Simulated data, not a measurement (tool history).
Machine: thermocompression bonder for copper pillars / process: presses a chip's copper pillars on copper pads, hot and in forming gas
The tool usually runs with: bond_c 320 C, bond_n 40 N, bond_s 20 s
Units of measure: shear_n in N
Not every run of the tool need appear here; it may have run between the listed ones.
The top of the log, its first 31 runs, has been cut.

| run | hour | bond_c | bond_n | bond_s | hours of work since the heater was calibrated | hours of work since the force cell was calibrated | hours of work since the gas filter was changed | shear_n |
|---|---|---|---|---|---|---|---|---|
| 32 | 1001.8 | 342 | 33 | 39 | 646 | 984 | 148 | 76.1 |
| 33 | 1044.0 | 342 | 33 | 39 | 664 | 1002 | 166 | 74.0 |
|  | 1050.1 | heater calibrated with a thermocouple chip |
| 34 | 1069.2 | 333 | 35 | 18 | 8 | 1012 | 176 | 59.6 |
| 35 | 1109.1 | 329 | 37 | 28 | 25 | 1029 | 193 | 66.2 |
| 36 | 1148.0 | 329 | 37 | 28 | 42 | 1046 | 210 | 65.7 |
| 37 | 1184.2 | 329 | 40 | 20 | 58 | 1062 | 225 | 62.3 |
| 38 | 1223.2 | 329 | 40 | 20 | 74 | 1078 | 242 | 62.3 |
| 39 | 1258.3 | 310 | 30 | 56 | 89 | 1093 | 257 | 64.3 |

Consider 5 possible next runs. They are alternatives, not a sequence: every one starts from the tool as it was left by run 39. What does each give?
| A | 1293.4 | 320 | 40 | 25 | 104 | 1108 | 272 | ? |
| B | 1293.4 | 310 | 30 | 56 | 104 | 1108 | 272 | ? |
| C | 1293.4 | 310 | 30 | 10 | 104 | 1108 | 272 | ? |
| D | 1293.4 | 317 | 30 | 14 | 104 | 1108 | 272 | ? |
| E | 1293.4 | 303 | 40 | 22 | 104 | 1108 | 272 | ? |

| run | shear_n |
|---|---|
| A | 63.3 |
| B | 63.9 |
| C | 36.5 |
| D | 44.7 |
| E | 52.8 |
With the hidden condition removed and each run's random variation left untouched, the same runs would have given:
| run | shear_n |
|---|---|
| A | 63.4 |
| B | 64.0 |
| C | 36.5 |
| D | 44.7 |
| E | 52.9 |
